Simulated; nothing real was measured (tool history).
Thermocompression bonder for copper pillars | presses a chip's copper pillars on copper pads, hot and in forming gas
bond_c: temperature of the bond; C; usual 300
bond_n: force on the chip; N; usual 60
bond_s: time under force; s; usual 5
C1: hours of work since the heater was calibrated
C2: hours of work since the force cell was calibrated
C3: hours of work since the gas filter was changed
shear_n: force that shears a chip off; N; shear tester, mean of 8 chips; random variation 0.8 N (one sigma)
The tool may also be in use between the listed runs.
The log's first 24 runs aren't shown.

run 25 hour=1544.3 | bond_c=305 bond_n=59 bond_s=5 | C1=281 C2=783 C3=166 | shear_n=66
run 26 hour=1628.2 | bond_c=305 bond_n=59 bond_s=5 | C1=326 C2=828 C3=211 | shear_n=65.8
run 27 hour=1701.3 | bond_c=300 bond_n=84 bond_s=3 | C1=365 C2=867 C3=250 | shear_n=62
run 28 hour=1763.5 | bond_c=312 bond_n=38 bond_s=4 | C1=398 C2=901 C3=283 | shear_n=55.1
run 29 hour=1841.7 | bond_c=286 bond_n=69 bond_s=7 | C1=440 C2=942 C3=325 | shear_n=61.9
-- hour=1863.5 forming gas filter changed
-- hour=1896.6 force cell calibrated
run 30 hour=1910.8 | bond_c=286 bond_n=69 bond_s=7 | C1=476 C2=8 C3=25 | shear_n=61.5
run 31 hour=1969.6 | bond_c=286 bond_n=69 bond_s=7 | C1=508 C2=39 C3=56 | shear_n=61.2
run 32 hour=2030.7 | bond_c=295 bond_n=60 bond_s=7 | C1=540 C2=72 C3=89 | shear_n=66.3
run 33 hour=2076.8 | bond_c=303 bond_n=44 bond_s=4 | C1=565 C2=97 C3=114 | shear_n=51.4
run 34 hour=2121.4 | bond_c=303 bond_n=76 bond_s=12 | C1=589 C2=120 C3=137 | shear_n=99.3
-- hour=2152.1 heater calibrated with a thermocouple chip
run 35 hour=2161.6 | bond_c=303 bond_n=76 bond_s=12 | C1=5 C2=141 C3=158 | shear_n=96.9
run 36 hour=2242.4 | bond_c=290 bond_n=81 bond_s=8 | C1=48 C2=184 C3=201 | shear_n=74.1
run 37 hour=2328.9 | bond_c=278 bond_n=47 bond_s=6 | C1=95 C2=231 C3=248 | shear_n=42.3

Forecast each of these 5 alternatives for the next run:
run A hour=2407.7 | bond_c=300 bond_n=60 bond_s=7 | C1=137 C2=273 C3=290 | shear_n=?
run B hour=2407.7 | bond_c=293 bond_n=76 bond_s=4 | C1=137 C2=273 C3=290 | shear_n=?
run C hour=2407.7 | bond_c=270 bond_n=60 bond_s=5 | C1=137 C2=273 C3=290 | shear_n=?
run D hour=2407.7 | bond_c=300 bond_n=60 bond_s=6 | C1=137 C2=273 C3=290 | shear_n=?
run E hour=2407.7 | bond_c=278 bond_n=40 bond_s=3 | C1=137 C2=273 C3=290 | shear_n=?

run=A shear_n=70.8
run=B shear_n=57.4
run=C shear_n=37.7
run=D shear_n=66.1
run=E shear_n=27.2
Without the tool's hidden state the same runs would have given:
run=A shear_n=71
run=B shear_n=57.5
run=C shear_n=37.8
run=D shear_n=66.2
run=E shear_n=27.3

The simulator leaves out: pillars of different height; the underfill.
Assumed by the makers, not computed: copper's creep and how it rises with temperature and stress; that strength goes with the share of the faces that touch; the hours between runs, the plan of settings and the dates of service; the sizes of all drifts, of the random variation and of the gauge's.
